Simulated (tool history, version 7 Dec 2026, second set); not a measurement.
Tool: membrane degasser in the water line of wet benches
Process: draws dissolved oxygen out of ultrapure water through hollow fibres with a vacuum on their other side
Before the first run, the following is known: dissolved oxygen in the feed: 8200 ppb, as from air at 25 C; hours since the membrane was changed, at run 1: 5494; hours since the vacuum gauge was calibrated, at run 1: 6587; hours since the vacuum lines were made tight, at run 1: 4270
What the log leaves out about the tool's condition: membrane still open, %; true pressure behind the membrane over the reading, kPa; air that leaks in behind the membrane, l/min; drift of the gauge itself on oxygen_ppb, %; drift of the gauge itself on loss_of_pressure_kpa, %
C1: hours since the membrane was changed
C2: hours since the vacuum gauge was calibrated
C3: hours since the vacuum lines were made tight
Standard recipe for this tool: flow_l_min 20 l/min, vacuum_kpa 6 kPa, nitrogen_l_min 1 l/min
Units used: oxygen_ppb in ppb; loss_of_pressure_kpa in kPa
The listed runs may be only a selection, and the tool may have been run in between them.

{"run": 1, "hour": 0.0, "flow_l_min": 20, "vacuum_kpa": 6, "nitrogen_l_min": 1, "C1": 5494, "C2": 6587, "C3": 4270, "oxygen_ppb": 128.8, "loss_of_pressure_kpa": 44.07}
{"run": 2, "hour": 130.2, "flow_l_min": 20, "vacuum_kpa": 6, "nitrogen_l_min": 1, "C1": 5624, "C2": 6717, "C3": 4401, "oxygen_ppb": 127.2, "loss_of_pressure_kpa": 44.39}
{"run": 3, "hour": 254.4, "flow_l_min": 20, "vacuum_kpa": 6.46, "nitrogen_l_min": 1, "C1": 5748, "C2": 6842, "C3": 4525, "oxygen_ppb": 149, "loss_of_pressure_kpa": 44.43}
{"run": 4, "hour": 401.7, "flow_l_min": 20, "vacuum_kpa": 6, "nitrogen_l_min": 1, "C1": 5895, "C2": 6989, "C3": 4672, "oxygen_ppb": 130.5, "loss_of_pressure_kpa": 44.78}
{"run": 5, "hour": 495.3, "flow_l_min": 20, "vacuum_kpa": 6, "nitrogen_l_min": 1, "C1": 5989, "C2": 7083, "C3": 4766, "oxygen_ppb": 128, "loss_of_pressure_kpa": 44.94}
{"run": 6, "hour": 598.9, "flow_l_min": 20, "vacuum_kpa": 6, "nitrogen_l_min": 1, "C1": 6093, "C2": 7186, "C3": 4869, "oxygen_ppb": 128.7, "loss_of_pressure_kpa": 44.88}
{"run": 7, "hour": 697.2, "flow_l_min": 20, "vacuum_kpa": 6, "nitrogen_l_min": 1, "C1": 6191, "C2": 7284, "C3": 4968, "oxygen_ppb": 126.2, "loss_of_pressure_kpa": 44.87}
{"run": 8, "hour": 815.4, "flow_l_min": 20, "vacuum_kpa": 6, "nitrogen_l_min": 1, "C1": 6309, "C2": 7403, "C3": 5086, "oxygen_ppb": 127.5, "loss_of_pressure_kpa": 44.82}
{"run": 9, "hour": 941.4, "flow_l_min": 20, "vacuum_kpa": 6, "nitrogen_l_min": 1, "C1": 6435, "C2": 7529, "C3": 5212, "oxygen_ppb": 128.7, "loss_of_pressure_kpa": 44.8}
{"run": 10, "hour": 1009.6, "flow_l_min": 20, "vacuum_kpa": 6, "nitrogen_l_min": 0.82, "C1": 6503, "C2": 7597, "C3": 5280, "oxygen_ppb": 155.1, "loss_of_pressure_kpa": 44.73}
{"run": 11, "hour": 1087.0, "flow_l_min": 20, "vacuum_kpa": 6, "nitrogen_l_min": 0.82, "C1": 6581, "C2": 7674, "C3": 5357, "oxygen_ppb": 150, "loss_of_pressure_kpa": 44.89}
{"run": 12, "hour": 1171.3, "flow_l_min": 20, "vacuum_kpa": 14.61, "nitrogen_l_min": 0.82, "C1": 6665, "C2": 7759, "C3": 5442, "oxygen_ppb": 568.5, "loss_of_pressure_kpa": 44.56}
{"run": 13, "hour": 1278.2, "flow_l_min": 24, "vacuum_kpa": 14.61, "nitrogen_l_min": 0.82, "C1": 6772, "C2": 7865, "C3": 5549, "oxygen_ppb": 651.3, "loss_of_pressure_kpa": 54.25}
{"run": 14, "hour": 1367.1, "flow_l_min": 18, "vacuum_kpa": 8.89, "nitrogen_l_min": 2.39, "C1": 6861, "C2": 7954, "C3": 5637, "oxygen_ppb": 103.9, "loss_of_pressure_kpa": 40.49}
{"run": 15, "hour": 1442.1, "flow_l_min": 20, "vacuum_kpa": 14.42, "nitrogen_l_min": 1.44, "C1": 6936, "C2": 8029, "C3": 5712, "oxygen_ppb": 347.7, "loss_of_pressure_kpa": 45.02}
{"run": 16, "hour": 1574.3, "flow_l_min": 17, "vacuum_kpa": 12.41, "nitrogen_l_min": 1.44, "C1": 7068, "C2": 8162, "C3": 5845, "oxygen_ppb": 249.2, "loss_of_pressure_kpa": 38.15}
{"hour": 1596.3, "done": "vacuum gauge calibrated"}
{"run": 17, "hour": 1691.9, "flow_l_min": 18, "vacuum_kpa": 7.51, "nitrogen_l_min": 2.73, "C1": 7185, "C2": 96, "C3": 5962, "oxygen_ppb": 71.9, "loss_of_pressure_kpa": 40.25}
{"run": 18, "hour": 1837.4, "flow_l_min": 24, "vacuum_kpa": 6.95, "nitrogen_l_min": 1.28, "C1": 7331, "C2": 241, "C3": 6107, "oxygen_ppb": 164.8, "loss_of_pressure_kpa": 54.33}
{"run": 19, "hour": 1991.1, "flow_l_min": 24, "vacuum_kpa": 6.95, "nitrogen_l_min": 1.28, "C1": 7484, "C2": 395, "C3": 6261, "oxygen_ppb": 165, "loss_of_pressure_kpa": 54.34}
{"run": 20, "hour": 2067.4, "flow_l_min": 17, "vacuum_kpa": 4.05, "nitrogen_l_min": 1.48, "C1": 7561, "C2": 471, "C3": 6337, "oxygen_ppb": 25.8, "loss_of_pressure_kpa": 38.51}

5 ways to go on from here, each from the tool as it stands after run 20. What would each give?
{"run": "A", "hour": 2209.2, "flow_l_min": 20, "vacuum_kpa": 6, "nitrogen_l_min": 0.62, "C1": 7702, "C2": 613, "C3": 6479, "oxygen_ppb": "?", "loss_of_pressure_kpa": "?"}
{"run": "B", "hour": 2209.2, "flow_l_min": 18, "vacuum_kpa": 6, "nitrogen_l_min": 2.57, "C1": 7702, "C2": 613, "C3": 6479, "oxygen_ppb": "?", "loss_of_pressure_kpa": "?"}
{"run": "C", "hour": 2209.2, "flow_l_min": 18, "vacuum_kpa": 6.14, "nitrogen_l_min": 1.76, "C1": 7702, "C2": 613, "C3": 6479, "oxygen_ppb": "?", "loss_of_pressure_kpa": "?"}
{"run": "D", "hour": 2209.2, "flow_l_min": 20, "vacuum_kpa": 11.7, "nitrogen_l_min": 1.62, "C1": 7702, "C2": 613, "C3": 6479, "oxygen_ppb": "?", "loss_of_pressure_kpa": "?"}
{"run": "E", "hour": 2209.2, "flow_l_min": 22, "vacuum_kpa": 6, "nitrogen_l_min": 1.45, "C1": 7702, "C2": 613, "C3": 6479, "oxygen_ppb": "?", "loss_of_pressure_kpa": "?"}

run=A oxygen_ppb=189.5 loss_of_pressure_kpa=45
run=B oxygen_ppb=51 loss_of_pressure_kpa=40.39
run=C oxygen_ppb=75.2 loss_of_pressure_kpa=40.54
run=D oxygen_ppb=242 loss_of_pressure_kpa=44.69
run=E oxygen_ppb=104.4 loss_of_pressure_kpa=49.78
Stripped of hidden state, with their random variation kept, the same runs would have yielded:
run=A oxygen_ppb=189.5 loss_of_pressure_kpa=44.38
run=B oxygen_ppb=51 loss_of_pressure_kpa=39.83
run=C oxygen_ppb=75.1 loss_of_pressure_kpa=39.98
run=D oxygen_ppb=241.9 loss_of_pressure_kpa=44.07
run=E oxygen_ppb=104.4 loss_of_pressure_kpa=49.09

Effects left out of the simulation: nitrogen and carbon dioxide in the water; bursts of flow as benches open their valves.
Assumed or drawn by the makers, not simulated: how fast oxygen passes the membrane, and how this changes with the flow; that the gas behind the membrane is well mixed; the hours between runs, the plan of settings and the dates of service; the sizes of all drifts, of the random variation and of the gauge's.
